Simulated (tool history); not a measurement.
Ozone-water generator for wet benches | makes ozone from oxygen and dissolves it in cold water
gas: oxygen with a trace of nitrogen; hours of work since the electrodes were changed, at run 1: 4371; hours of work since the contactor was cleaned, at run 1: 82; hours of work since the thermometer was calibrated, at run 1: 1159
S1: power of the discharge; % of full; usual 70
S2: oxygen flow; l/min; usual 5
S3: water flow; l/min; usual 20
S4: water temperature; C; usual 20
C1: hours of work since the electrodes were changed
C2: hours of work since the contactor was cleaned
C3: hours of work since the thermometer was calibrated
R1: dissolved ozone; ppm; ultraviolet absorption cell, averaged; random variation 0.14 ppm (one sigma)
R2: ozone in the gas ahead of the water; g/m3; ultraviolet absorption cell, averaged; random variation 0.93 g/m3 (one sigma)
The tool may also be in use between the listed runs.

| run | hour | S1 | S2 | S3 | S4 | C1 | C2 | C3 | R1 | R2 |
|---|---|---|---|---|---|---|---|---|---|---|
| 1 | 0 | 70 | 5 | 20 | 20 | 4371 | 82 | 1159 | 16.5 | 155.7 |
| 2 | 150.8 | 70 | 5 | 20 | 20 | 4465 | 176 | 1253 | 16.4 | 156.7 |
| 3 | 363.6 | 70 | 5 | 20 | 20 | 4597 | 308 | 1385 | 16.2 | 156.9 |
| 4 | 548.7 | 52 | 5 | 20 | 20 | 4713 | 423 | 1501 | 14.2 | 133.4 |
| 5 | 646.2 | 52 | 5 | 20 | 20 | 4774 | 484 | 1561 | 14 | 134.3 |
| 6 | 843 | 70 | 5 | 20 | 20 | 4896 | 607 | 1684 | 16.4 | 156.9 |
| 7 | 1056.4 | 69 | 5 | 20 | 20 | 5029 | 740 | 1817 | 16.2 | 155.6 |
| 8 | 1259.8 | 46 | 5 | 20 | 20 | 5156 | 867 | 1944 | 13.1 | 125.3 |
| 9 | 1483.5 | 46 | 5 | 20 | 20 | 5295 | 1006 | 2083 | 13.2 | 125.1 |
| 10 | 1619 | 46 | 5 | 20 | 20 | 5380 | 1090 | 2168 | 13.1 | 124.7 |
| 11 | 1805.1 | 70 | 5 | 14 | 20 | 5496 | 1206 | 2283 | 21.9 | 158.4 |
| 12 | 1921.2 | 70 | 5 | 14 | 20 | 5568 | 1279 | 2356 | 21.7 | 158.4 |
| 13 | 2125 | 70 | 5 | 20 | 20 | 5695 | 1406 | 2483 | 16.5 | 157.2 |
| 14 | 2280.6 | 70 | 5 | 20 | 20 | 5792 | 1503 | 2580 | 16.3 | 158.4 |
| 15 | 2404.7 | 70 | 5 | 20 | 20 | 5869 | 1580 | 2657 | 16.3 | 156.4 |
| 16 | 2566.2 | 70 | 5 | 20 | 20 | 5970 | 1681 | 2758 | 16.6 | 156.8 |
| 17 | 2712.6 | 70 | 3.05 | 20 | 18 | 6061 | 1772 | 2849 | 15 | 188.3 |
| 18 | 2805.3 | 70 | 3.05 | 20 | 18 | 6119 | 1829 | 2907 | 14.8 | 189.2 |
| 19 | 2977.8 | 70 | 8.51 | 20 | 18 | 6226 | 1937 | 3014 | 18.2 | 130 |
| 20 | 3112.4 | 70 | 4.02 | 14 | 18 | 6310 | 2021 | 3098 | 22.1 | 168.3 |
| 21 | 3250.6 | 70 | 4.02 | 14 | 18 | 6396 | 2107 | 3184 | 22 | 168.4 |
| 22 | 3412.8 | 51 | 2.87 | 14 | 21 | 6497 | 2208 | 3285 | 16.6 | 160.1 |
| 23 | 3537.8 | 42 | 2.87 | 14 | 22 | 6575 | 2286 | 3363 | 14.7 | 144.7 |
| 24 | 3661.3 | 87 | 3.91 | 17 | 22 | 6652 | 2363 | 3440 | 19.9 | 190.8 |
| 25 | 3789 | 70 | 5 | 20 | 16 | 6732 | 2442 | 3520 | 17.4 | 156.6 |
| 26 | 3887.9 | 53 | 5 | 20 | 16 | 6793 | 2504 | 3581 | 15 | 135.6 |
| 27 | 4110.5 | 70 | 8.89 | 20 | 24 | 6932 | 2643 | 3720 | 16.3 | 127.3 |
| 28 | 4231.8 | 51 | 5.7 | 20 | 17 | 7008 | 2718 | 3795 | 15 | 127.5 |
| 29 | 4418.7 | 70 | 5 | 27 | 12 | 7124 | 2835 | 3912 | 13.4 | 158.9 |
| 30 | 4552.5 | 70 | 3.88 | 14 | 12 | 7207 | 2918 | 3995 | 23.6 | 171.3 |
| 31 | 4738.6 | 70 | 3.88 | 14 | 12 | 7323 | 3034 | 4111 | 23.6 | 171 |
| 32 | 4931.2 | 59 | 3.45 | 19 | 19 | 7443 | 3154 | 4231 | 14.7 | 164.3 |

4 ways to go on from here, each from the tool as it stands after run 32. What would each give?
| A | 5049.1 | 69 | 3.45 | 19 | 19 | 7517 | 3228 | 4305 | ? | ? |
| B | 5049.1 | 70 | 7.16 | 20 | 20 | 7517 | 3228 | 4305 | ? | ? |
| C | 5049.1 | 59 | 5 | 22 | 13 | 7517 | 3228 | 4305 | ? | ? |
| D | 5049.1 | 70 | 5 | 16 | 20 | 7517 | 3228 | 4305 | ? | ? |

| run | R1 | R2 |
|---|---|---|
| A | 15.7 | 177.8 |
| B | 17.3 | 138.3 |
| C | 15.2 | 145.3 |
| D | 19.7 | 157.4 |
Without the tool's hidden state the same runs would have given:
| run | R1 | R2 |
|---|---|---|
| A | 15.7 | 178.2 |
| B | 17.3 | 138.7 |
| C | 15.3 | 145.6 |
| D | 19.7 | 157.8 |
